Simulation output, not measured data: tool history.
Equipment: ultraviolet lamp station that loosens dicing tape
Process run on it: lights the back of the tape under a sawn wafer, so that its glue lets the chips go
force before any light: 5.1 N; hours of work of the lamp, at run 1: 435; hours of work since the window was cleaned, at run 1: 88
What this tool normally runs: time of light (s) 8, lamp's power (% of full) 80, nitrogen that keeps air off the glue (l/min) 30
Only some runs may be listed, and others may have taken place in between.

| run | hour | time of light (s) | lamp's power (% of full) | nitrogen that keeps air off the glue (l/min) | hours of work of the lamp | hours of work since the window was cleaned | force that peels the tape off (N) | light that reached the tape (J/m2) |
|---|---|---|---|---|---|---|---|---|
| 1 | 0 | 8 | 80 | 30 | 435 | 88 | 0.225 | 2040 |
| 2 | 29.7 | 8 | 80 | 30 | 448 | 101 | 0.245 | 2050 |
| 3 | 53 | 8 | 80 | 30 | 459 | 112 | 0.237 | 2080 |
| 4 | 93.4 | 8 | 61 | 30 | 477 | 130 | 0.384 | 1560 |
| 5 | 131.7 | 8 | 61 | 30 | 495 | 148 | 0.389 | 1530 |
| 6 | 150.2 | 8 | 80 | 30 | 503 | 156 | 0.249 | 1990 |
| 7 | 187.3 | 8 | 80 | 44 | 520 | 173 | 0.219 | 2020 |
| 8 | 225.4 | 8 | 64 | 30 | 537 | 190 | 0.386 | 1580 |
| 9 | 267 | 4 | 64 | 30 | 556 | 209 | 1.181 | 790 |
| 10 | 286.4 | 8 | 64 | 30 | 565 | 217 | 0.386 | 1550 |
| 11 | 311.1 | 8 | 64 | 30 | 576 | 229 | 0.377 | 1560 |
| 12 | 329.3 | 8 | 64 | 30 | 584 | 237 | 0.383 | 1520 |
|  | 343.4 | window cleaned of glue's vapour |
| 13 | 360.4 | 8 | 64 | 30 | 598 | 8 | 0.402 | 1470 |
| 14 | 400.6 | 8 | 64 | 30 | 616 | 26 | 0.425 | 1470 |
| 15 | 440.3 | 8 | 68 | 30 | 634 | 44 | 0.368 | 1540 |
| 16 | 470.3 | 8 | 68 | 13 | 648 | 57 | 0.677 | 1580 |
| 17 | 496.2 | 8 | 80 | 30 | 659 | 69 | 0.304 | 1800 |
|  | 529.8 | window cleaned of glue's vapour, once more |
| 18 | 537.3 | 8 | 80 | 30 | 678 | 3 | 0.243 | 2020 |
| 19 | 565.3 | 8 | 80 | 30 | 690 | 16 | 0.249 | 2040 |
| 20 | 585.1 | 5 | 80 | 30 | 699 | 25 | 0.557 | 1210 |
| 21 | 603.3 | 7 | 80 | 30 | 707 | 33 | 0.31 | 1740 |
| 22 | 630 | 8 | 86 | 54 | 720 | 45 | 0.199 | 2140 |

Expected results for the next run?
| 23 | 664 | 8 | 86 | 54 | 735 | 61 | ? | ? |

Run 23 yielded force that peels the tape off (N) 0.2, light that reached the tape (J/m2) 2120.
The same run, on a tool lacking any hidden state, would have yielded force that peels the tape off (N) 0.18, light that reached the tape (J/m2) 2570.
